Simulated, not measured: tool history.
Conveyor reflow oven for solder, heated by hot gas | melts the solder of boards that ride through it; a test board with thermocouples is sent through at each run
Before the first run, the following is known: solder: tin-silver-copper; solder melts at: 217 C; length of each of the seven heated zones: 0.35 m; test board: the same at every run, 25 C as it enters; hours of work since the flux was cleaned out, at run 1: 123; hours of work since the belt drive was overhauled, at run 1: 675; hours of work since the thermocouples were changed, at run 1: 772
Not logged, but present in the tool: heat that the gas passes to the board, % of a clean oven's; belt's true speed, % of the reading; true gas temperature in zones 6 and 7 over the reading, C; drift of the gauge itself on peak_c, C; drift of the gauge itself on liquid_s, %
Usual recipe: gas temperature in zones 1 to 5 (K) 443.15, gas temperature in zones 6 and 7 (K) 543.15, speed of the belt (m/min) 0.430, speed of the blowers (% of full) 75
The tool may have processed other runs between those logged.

run,hour,gas temperature in zones 1 to 5 (K),gas temperature in zones 6 and 7 (K),speed of the belt (m/min),speed of the blowers (% of full),hours of work since the flux was cleaned out,hours of work since the belt drive was overhauled,hours of work since the thermocouples were changed,highest temperature of the board (K),time above the solder's melting point (s)
1,0.0,443.15,543.15,0.430,75,123,675,772,527.65,74.9
2,28.2,443.15,543.15,0.430,52,137,689,785,521.55,66.8
# hour 57.7: thermocouples of zones 6 and 7 changed
3,64.2,443.15,543.15,0.430,52,153,705,3,523.15,69.5
4,91.9,443.15,543.15,0.430,75,167,718,17,529.15,76.5
5,116.3,443.15,543.15,0.430,75,179,730,28,529.75,76.4
6,149.7,443.15,543.15,0.430,75,195,746,45,529.45,76.2
7,168.0,443.15,543.15,0.430,75,204,755,54,528.95,75.9
8,202.9,443.15,543.15,0.443,75,221,772,70,527.85,72.3
9,223.9,443.15,543.15,0.443,75,231,782,81,528.45,72.5
# hour 232.0: flux residue cleaned out of gas plates and filters
10,253.4,443.15,543.15,0.345,75,10,794,93,535.55,103.3
11,283.8,443.15,543.15,0.345,75,25,809,107,535.05,103.6
12,317.5,443.15,543.15,0.345,75,42,826,124,534.85,103.1
13,337.5,443.15,537.15,0.345,50,51,835,133,524.95,91.4
14,370.6,443.15,537.15,0.345,50,67,851,149,524.95,91.2
15,390.6,443.15,536.15,0.392,63,77,861,159,523.65,78.9
16,409.7,443.15,536.15,0.392,63,86,870,168,524.05,78.9
17,441.5,443.15,536.15,0.392,63,102,886,184,523.55,78.8
18,469.1,443.15,540.15,0.378,75,115,899,197,529.95,89.1
# hour 485.9: belt drive overhauled, speed set with a stopwatch
19,497.6,454.15,543.15,0.430,71,127,6,209,530.05,80.2

Predict the results of run 20:
20,518.9,454.15,543.15,0.430,63,137,16,219,?,?

highest temperature of the board (K): 527.85
time above the solder's melting point (s): 78.5
On a tool with no hidden condition, and with the same random variation, this run would have come out at highest temperature of the board (K) 528.65, time above the solder's melting point (s) 79.5.

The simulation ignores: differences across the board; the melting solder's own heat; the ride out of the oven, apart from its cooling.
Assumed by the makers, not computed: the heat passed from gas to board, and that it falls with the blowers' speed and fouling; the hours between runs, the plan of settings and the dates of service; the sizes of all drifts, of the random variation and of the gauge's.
